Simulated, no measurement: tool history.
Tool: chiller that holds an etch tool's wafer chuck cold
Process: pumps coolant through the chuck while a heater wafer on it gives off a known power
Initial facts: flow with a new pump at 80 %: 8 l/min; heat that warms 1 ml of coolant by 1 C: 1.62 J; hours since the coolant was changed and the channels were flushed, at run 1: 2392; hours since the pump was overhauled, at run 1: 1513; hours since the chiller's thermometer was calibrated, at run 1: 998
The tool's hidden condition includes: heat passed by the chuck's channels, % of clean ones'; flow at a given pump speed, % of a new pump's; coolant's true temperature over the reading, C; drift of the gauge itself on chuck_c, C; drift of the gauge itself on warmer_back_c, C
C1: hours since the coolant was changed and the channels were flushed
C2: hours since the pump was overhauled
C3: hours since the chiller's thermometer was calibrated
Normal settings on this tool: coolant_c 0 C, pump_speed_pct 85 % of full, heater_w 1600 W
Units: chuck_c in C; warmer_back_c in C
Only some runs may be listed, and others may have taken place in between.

{"run": 1, "hour": 0.0, "coolant_c": 0, "pump_speed_pct": 85, "heater_w": 1600, "C1": 2392, "C2": 1513, "C3": 998, "chuck_c": 16.6, "warmer_back_c": 7.49}
{"run": 2, "hour": 40.1, "coolant_c": 0, "pump_speed_pct": 85, "heater_w": 1600, "C1": 2432, "C2": 1553, "C3": 1038, "chuck_c": 16.8, "warmer_back_c": 7.45}
{"run": 3, "hour": 80.7, "coolant_c": 5, "pump_speed_pct": 85, "heater_w": 1600, "C1": 2472, "C2": 1593, "C3": 1078, "chuck_c": 21.5, "warmer_back_c": 7.5}
{"run": 4, "hour": 133.7, "coolant_c": 5, "pump_speed_pct": 85, "heater_w": 1600, "C1": 2525, "C2": 1646, "C3": 1132, "chuck_c": 21.7, "warmer_back_c": 7.5}
{"run": 5, "hour": 172.9, "coolant_c": 5, "pump_speed_pct": 85, "heater_w": 1600, "C1": 2565, "C2": 1686, "C3": 1171, "chuck_c": 21.7, "warmer_back_c": 7.49}
{"run": 6, "hour": 203.8, "coolant_c": 5, "pump_speed_pct": 85, "heater_w": 1600, "C1": 2596, "C2": 1716, "C3": 1202, "chuck_c": 21.7, "warmer_back_c": 7.48}
{"run": 7, "hour": 268.1, "coolant_c": 0, "pump_speed_pct": 85, "heater_w": 928, "C1": 2660, "C2": 1781, "C3": 1266, "chuck_c": 10.0, "warmer_back_c": 4.36}
{"run": 8, "hour": 307.0, "coolant_c": 0, "pump_speed_pct": 85, "heater_w": 928, "C1": 2699, "C2": 1820, "C3": 1305, "chuck_c": 10.0, "warmer_back_c": 4.39}
{"run": 9, "hour": 365.6, "coolant_c": 0, "pump_speed_pct": 85, "heater_w": 928, "C1": 2757, "C2": 1878, "C3": 1363, "chuck_c": 10.0, "warmer_back_c": 4.4}
{"hour": 395.7, "done": "coolant changed, channels flushed"}
{"run": 10, "hour": 427.2, "coolant_c": 0, "pump_speed_pct": 85, "heater_w": 928, "C1": 31, "C2": 1934, "C3": 1419, "chuck_c": 9.2, "warmer_back_c": 4.41}
{"run": 11, "hour": 471.0, "coolant_c": 0, "pump_speed_pct": 85, "heater_w": 1600, "C1": 75, "C2": 1978, "C3": 1463, "chuck_c": 15.7, "warmer_back_c": 7.61}
{"run": 12, "hour": 500.0, "coolant_c": 0, "pump_speed_pct": 78, "heater_w": 1600, "C1": 104, "C2": 2007, "C3": 1492, "chuck_c": 16.7, "warmer_back_c": 8.25}
{"run": 13, "hour": 544.1, "coolant_c": 0, "pump_speed_pct": 78, "heater_w": 1600, "C1": 148, "C2": 2051, "C3": 1536, "chuck_c": 16.6, "warmer_back_c": 8.33}
{"hour": 553.1, "done": "coolant pump overhauled"}
{"run": 14, "hour": 599.2, "coolant_c": 0, "pump_speed_pct": 78, "heater_w": 821, "C1": 199, "C2": 46, "C3": 1586, "chuck_c": 9.1, "warmer_back_c": 4.59}
{"run": 15, "hour": 643.0, "coolant_c": 0, "pump_speed_pct": 67, "heater_w": 821, "C1": 242, "C2": 90, "C3": 1630, "chuck_c": 10.3, "warmer_back_c": 5.21}
{"hour": 679.6, "done": "coolant pump overhauled, once more"}
{"run": 16, "hour": 690.7, "coolant_c": 0, "pump_speed_pct": 67, "heater_w": 821, "C1": 285, "C2": 11, "C3": 1672, "chuck_c": 9.0, "warmer_back_c": 4.52}

What will run 17 give?
{"run": 17, "hour": 753.9, "coolant_c": 0, "pump_speed_pct": 67, "heater_w": 821, "C1": 348, "C2": 74, "C3": 1736, "chuck_c": "?", "warmer_back_c": "?"}

Logged for run 17: chuck_c 9.1 C, warmer_back_c 4.45 C.
On a tool with no hidden condition, and with the same random variation, this run would have come out at chuck_c 8.7 C, warmer_back_c 4.46 C.

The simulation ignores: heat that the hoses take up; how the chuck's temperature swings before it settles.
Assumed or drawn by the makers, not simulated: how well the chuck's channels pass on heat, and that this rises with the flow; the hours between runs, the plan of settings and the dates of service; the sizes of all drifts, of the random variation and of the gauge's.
